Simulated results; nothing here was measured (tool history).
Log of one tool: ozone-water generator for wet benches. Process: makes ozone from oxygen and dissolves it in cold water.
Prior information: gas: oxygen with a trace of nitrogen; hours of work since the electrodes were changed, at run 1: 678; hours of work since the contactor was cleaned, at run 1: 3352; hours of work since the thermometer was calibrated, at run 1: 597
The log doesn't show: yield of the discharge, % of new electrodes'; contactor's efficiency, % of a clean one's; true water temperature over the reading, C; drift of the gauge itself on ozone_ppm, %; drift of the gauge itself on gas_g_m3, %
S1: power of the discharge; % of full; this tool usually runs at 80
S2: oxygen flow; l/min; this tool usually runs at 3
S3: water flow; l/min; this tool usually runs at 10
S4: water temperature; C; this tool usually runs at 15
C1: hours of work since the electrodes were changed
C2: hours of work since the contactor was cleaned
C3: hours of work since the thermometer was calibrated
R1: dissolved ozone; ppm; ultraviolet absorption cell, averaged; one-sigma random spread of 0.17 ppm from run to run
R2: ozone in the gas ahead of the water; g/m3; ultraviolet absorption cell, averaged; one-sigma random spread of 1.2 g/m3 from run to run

run	hour	S1	S2	S3	S4	C1	C2	C3	R1	R2
1	0	80	3	10	15	678	3352	597	22.1	223.4
2	17.6	80	3	10	15	693	3366	611	21.9	220.6
3	31.9	80	3	10	15	704	3378	622	22.1	222.9
4	58.5	43	3	10	15	726	3399	644	13.3	135.1
5	88.9	43	3	10	15	750	3424	668	13.4	134.7
6	121.8	43	3	10	15	777	3451	695	13.4	134.9
7	146.8	43	3	10	15	797	3471	715	13.2	136.9
8	163.6	80	3	10	9	811	3484	729	24.1	226.4
9	182.4	80	3	10	9	826	3500	744	24	227.6
10	214.3	80	1.72	10	15	852	3525	770	21.9	316.8
11	247.4	80	1.72	10	15	878	3552	797	21.7	316.4
12	270.8	80	1.72	10	15	897	3571	816	22.1	320.6
13	287.7	80	1.72	10	15	911	3585	829	21.9	320.3
# hour 294.8: gauge calibrated
14	301.2	80	1.72	10	15	922	3596	840	22.1	312.4
15	320.5	80	1.72	10	15	938	3611	856	22	313.1
16	335.3	80	1.72	10	15	949	3623	868	22	312.7
17	349.3	80	1.72	10	7	961	3634	879	23.7	309.6
18	376.5	60	5.2	10	13	983	3656	901	16.9	126.8
19	401.7	52	2.46	15	13	1003	3677	921	10.2	178.4
20	426.3	56	2.43	6	21	1023	3697	941	23.5	190.3
21	445.4	43	2.43	6	10	1038	3712	957	23	153.2
22	470	43	2.43	6	10	1058	3732	977	23	155.1
23	495.5	43	2.43	6	10	1079	3753	997	23.1	155.9
24	510.5	44	3.61	10	12	1091	3765	1009	14	123.7
25	527	52	3.61	15	12	1104	3778	1023	10.5	144.1
26	544.8	43	3.61	15	13	1119	3792	1037	9	121.9
27	560.9	43	3.61	8	11	1132	3805	1050	16.9	122.6
# hour 574.9: gauge calibrated
28	591.6	52	4.49	11	9	1157	3830	1075	15.1	122.9
29	615.3	96	2.25	11	8	1176	3849	1094	25.3	310.3
30	646.6	88	3.63	10	14	1201	3875	1119	24.1	216.6
31	666.9	88	3.63	6	19	1218	3891	1136	32.4	216.6
32	693.3	88	3.63	6	19	1239	3912	1157	32.5	217.7

What if the next run were any one of these 4? Each begins from the tool's condition after run 32:
A	706.8	80	3	10	15	1250	3923	1168	?	?
B	706.8	44	4.28	6	19	1250	3923	1168	?	?
C	706.8	66	4.99	10	19	1250	3923	1168	?	?
D	706.8	47	2.22	10	15	1250	3923	1168	?	?

run	R1	R2
A	21.9	223.7
B	17.7	111.1
C	16.3	141.2
D	14.4	172.9
Without the tool's unlogged condition, the same runs would have read:
run	R1	R2
A	21.9	221
B	17.7	109.8
C	16.3	139.5
D	14.4	170.8

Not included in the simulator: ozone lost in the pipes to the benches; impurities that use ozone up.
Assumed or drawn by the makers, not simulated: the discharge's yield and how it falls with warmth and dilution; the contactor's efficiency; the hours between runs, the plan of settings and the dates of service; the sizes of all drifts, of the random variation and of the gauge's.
